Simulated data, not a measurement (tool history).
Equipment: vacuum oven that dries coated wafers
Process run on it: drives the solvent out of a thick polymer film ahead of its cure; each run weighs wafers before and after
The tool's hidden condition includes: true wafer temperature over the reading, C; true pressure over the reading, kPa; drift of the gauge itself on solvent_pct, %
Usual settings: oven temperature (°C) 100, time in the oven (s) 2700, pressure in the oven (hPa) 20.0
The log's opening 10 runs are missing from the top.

run    hour  oven temperature (°C)  time in the oven (s)  pressure in the oven (hPa)  hours of work since the thermocouples were calibrated  hours of work since the vacuum gauge was cleaned of residue  solvent left in the film (%)
 11   456.6                    100                  2700                        20.0                                                    125                                                          924                          1.71
 12   510.4                    100                  2700                        20.0                                                    152                                                          950                          1.71
 13   572.8                     91                  2700                        20.0                                                    182                                                          981                          3.07
 14   615.6                    100                  2100                        20.0                                                    203                                                         1002                          2.09
 15   651.9                    100                  2100                        20.0                                                    221                                                         1019                          2.10
 16   701.5                    100                  2100                        20.0                                                    245                                                         1044                          2.08
 17   753.6                    100                  2100                        20.0                                                    271                                                         1069                          2.10
 18   798.7                    100                  2700                        20.0                                                    293                                                         1091                          1.72
 19   864.4                    100                  2700                        15.3                                                    325                                                         1123                          1.45
 20   916.3                    100                  2700                        15.3                                                    350                                                         1149                          1.45
 21   980.2                    100                  2700                        20.0                                                    382                                                         1180                          1.66
 22  1032.3                    100                  2700                        20.0                                                    407                                                         1205                          1.71
 23  1093.5                    100                  2700                        20.0                                                    437                                                         1235                          1.71
 24  1134.0                    100                  2580                        34.3                                                    457                                                         1255                          2.57
 25  1164.5                     98                  2160                        16.6                                                    472                                                         1270                          2.12
 26  1229.0                     96                  1620                        15.9                                                    503                                                         1302                          3.11
 27  1292.7                     88                  1620                        15.9                                                    534                                                         1333                          4.93
 28  1358.6                    100                  2340                        27.0                                                    567                                                         1365                          2.31
 29  1403.2                    100                  2700                        20.0                                                    589                                                         1387                          1.69
 30  1442.9                    100                  2340                        45.5                                                    608                                                         1406                          3.35
 31  1510.9                    100                  2340                        45.5                                                    641                                                         1440                          3.37
 32  1551.3                    100                  2340                        45.5                                                    661                                                         1459                          3.36

Run 33 has not been measured yet. What should we expect?
 33  1596.8                    100                  2340                        45.5                                                    683                                                         1482                             ?

For run 33 the tool returned solvent left in the film (%) 3.38.
Take away the tool's hidden state, keep the run-to-run variation as it was, and the same run would have given solvent left in the film (%) 3.31.
